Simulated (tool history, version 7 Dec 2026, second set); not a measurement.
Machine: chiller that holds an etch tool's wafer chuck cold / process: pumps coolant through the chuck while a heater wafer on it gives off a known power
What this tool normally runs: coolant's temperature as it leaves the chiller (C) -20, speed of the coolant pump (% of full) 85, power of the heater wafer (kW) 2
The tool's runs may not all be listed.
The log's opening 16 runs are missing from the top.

| run | hour | coolant's temperature as it leaves the chiller (C) | speed of the coolant pump (% of full) | power of the heater wafer (kW) | hours since the coolant was changed and the channels were flushed | hours since the pump was overhauled | hours since the chiller's thermometer was calibrated | chuck's temperature once it has settled (C) | how much warmer the coolant comes back (C) |
|---|---|---|---|---|---|---|---|---|---|
| 17 | 687.3 | -27 | 85 | 2 | 3890 | 1712 | 4239 | -9.4 | 8.21 |
| 18 | 723.2 | -28 | 62 | 2.778 | 3926 | 1748 | 4275 | 4.4 | 15.54 |
| 19 | 749.4 | -28 | 62 | 2.778 | 3952 | 1775 | 4302 | 4.5 | 15.43 |
| 20 | 793.8 | -28 | 77 | 1.891 | 3997 | 1819 | 4346 | -9.6 | 8.52 |
| 21 | 835.6 | -28 | 77 | 1.891 | 4038 | 1861 | 4388 | -9.9 | 8.54 |
| 22 | 894.6 | -28 | 77 | 1.891 | 4097 | 1920 | 4447 | -9.9 | 8.51 |
| 23 | 948.5 | -20 | 93 | 2.873 | 4151 | 1974 | 4501 | 2.9 | 10.65 |
| 24 | 1004.3 | -16 | 83 | 1.105 | 4207 | 2029 | 4556 | -6.3 | 4.7 |
| 25 | 1031 | -20 | 74 | 1.201 | 4234 | 2056 | 4583 | -8.1 | 5.69 |
| 26 | 1077.5 | -20 | 74 | 1.201 | 4280 | 2103 | 4630 | -8.2 | 5.7 |
| 27 | 1135.9 | -18 | 62 | 1.201 | 4339 | 2161 | 4688 | -3.8 | 6.84 |
|  | 1154.9 | gauge calibrated |
| 28 | 1168.6 | -18 | 62 | 1.201 | 4371 | 2194 | 4721 | -3.9 | 6.59 |
| 29 | 1205.4 | -22 | 87 | 1.64 | 4408 | 2231 | 4758 | -8.2 | 6.43 |
| 30 | 1241 | -22 | 87 | 1.64 | 4444 | 2266 | 4793 | -8.2 | 6.42 |
| 31 | 1270.8 | -19 | 96 | 1.64 | 4474 | 2296 | 4823 | -6.2 | 5.79 |
| 32 | 1319.4 | -19 | 96 | 1.64 | 4522 | 2345 | 4872 | -6.2 | 5.82 |
| 33 | 1348.6 | -20 | 100 | 1.645 | 4551 | 2374 | 4901 | -7.8 | 5.63 |

Alternative continuations, all from the tool just after run 33; predict every row:
| A | 1381.7 | -25 | 68 | 2.91 | 4584 | 2407 | 4934 | ? | ? |
| B | 1381.7 | -20 | 84 | 1.001 | 4584 | 2407 | 4934 | ? | ? |
| C | 1381.7 | -18 | 96 | 2.027 | 4584 | 2407 | 4934 | ? | ? |

| run | chuck's temperature once it has settled (C) | how much warmer the coolant comes back (C) |
|---|---|---|
| A | 6.5 | 14.62 |
| B | -11.3 | 4.09 |
| C | -2.3 | 7.19 |
Without the tool's unlogged condition, the same runs would have read:
| run | chuck's temperature once it has settled (C) | how much warmer the coolant comes back (C) |
|---|---|---|
| A | 6.4 | 14.58 |
| B | -11.3 | 4.05 |
| C | -2.3 | 7.14 |
